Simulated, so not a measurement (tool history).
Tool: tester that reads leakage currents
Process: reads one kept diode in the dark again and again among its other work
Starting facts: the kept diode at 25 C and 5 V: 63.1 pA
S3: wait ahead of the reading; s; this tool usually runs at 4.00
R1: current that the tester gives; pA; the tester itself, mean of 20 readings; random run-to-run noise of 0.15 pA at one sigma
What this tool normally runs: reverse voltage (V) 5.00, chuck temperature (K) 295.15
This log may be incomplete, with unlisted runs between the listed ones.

{"run": 1, "hour": 0.0, "reverse voltage (V)": 5.0, "chuck temperature (K)": 295.15, "S3": 4.0, "R1": 49.38}
{"run": 2, "hour": 74.3, "reverse voltage (V)": 5.0, "chuck temperature (K)": 295.15, "S3": 4.0, "R1": 49.09}
{"run": 3, "hour": 135.3, "reverse voltage (V)": 5.0, "chuck temperature (K)": 295.15, "S3": 4.0, "R1": 49.03}
{"run": 4, "hour": 192.8, "reverse voltage (V)": 5.0, "chuck temperature (K)": 295.15, "S3": 0.88, "R1": 49.98}
{"run": 5, "hour": 272.0, "reverse voltage (V)": 5.0, "chuck temperature (K)": 295.15, "S3": 0.88, "R1": 49.72}
{"run": 6, "hour": 346.1, "reverse voltage (V)": 5.0, "chuck temperature (K)": 295.15, "S3": 0.88, "R1": 49.75}
{"run": 7, "hour": 410.1, "reverse voltage (V)": 5.0, "chuck temperature (K)": 295.15, "S3": 0.88, "R1": 49.61}
{"run": 8, "hour": 506.4, "reverse voltage (V)": 5.0, "chuck temperature (K)": 295.15, "S3": 1.28, "R1": 49.31}
{"run": 9, "hour": 577.8, "reverse voltage (V)": 5.0, "chuck temperature (K)": 295.15, "S3": 1.28, "R1": 49.29}
{"run": 10, "hour": 665.1, "reverse voltage (V)": 5.0, "chuck temperature (K)": 295.15, "S3": 1.28, "R1": 49.37}
{"run": 11, "hour": 741.1, "reverse voltage (V)": 5.0, "chuck temperature (K)": 295.15, "S3": 1.28, "R1": 49.47}
{"run": 12, "hour": 818.4, "reverse voltage (V)": 5.0, "chuck temperature (K)": 323.15, "S3": 1.86, "R1": 501.34}
{"run": 13, "hour": 872.0, "reverse voltage (V)": 5.0, "chuck temperature (K)": 300.15, "S3": 0.63, "R1": 76.27}
{"run": 14, "hour": 942.3, "reverse voltage (V)": 8.03, "chuck temperature (K)": 302.15, "S3": 2.0, "R1": 119.04}
{"run": 15, "hour": 1030.5, "reverse voltage (V)": 1.86, "chuck temperature (K)": 327.15, "S3": 0.97, "R1": 381.08}
{"run": 16, "hour": 1100.3, "reverse voltage (V)": 2.14, "chuck temperature (K)": 323.15, "S3": 4.0, "R1": 302.15}
{"run": 17, "hour": 1176.2, "reverse voltage (V)": 2.14, "chuck temperature (K)": 323.15, "S3": 4.0, "R1": 297.93}
{"run": 18, "hour": 1283.8, "reverse voltage (V)": 1.78, "chuck temperature (K)": 295.15, "S3": 4.0, "R1": 24.23}
{"run": 19, "hour": 1360.4, "reverse voltage (V)": 1.78, "chuck temperature (K)": 295.15, "S3": 4.0, "R1": 24.16}
{"run": 20, "hour": 1468.3, "reverse voltage (V)": 1.78, "chuck temperature (K)": 309.15, "S3": 7.13, "R1": 84.38}
{"run": 21, "hour": 1535.3, "reverse voltage (V)": 1.78, "chuck temperature (K)": 309.15, "S3": 7.13, "R1": 83.74}

Missing from the log above: 1 entry noted between runs. For each, name the pair of listed runs it sits between and say how the tool's hidden condition differs from the listed run just before to the listed run just after:
From run 16 to run 17: probe card cleaned and baked (hour 1172.5)
  stray current of the dirty probe card, pA a volt: 0.904 -> 0.024; current scale over the true one, %: 1.27 -> 1.29; true chuck temperature over the reading, C: -0.95 -> -0.99
  the result without the hidden state subtracted from the measured one, R1: -17.27 -> -19.79 pA
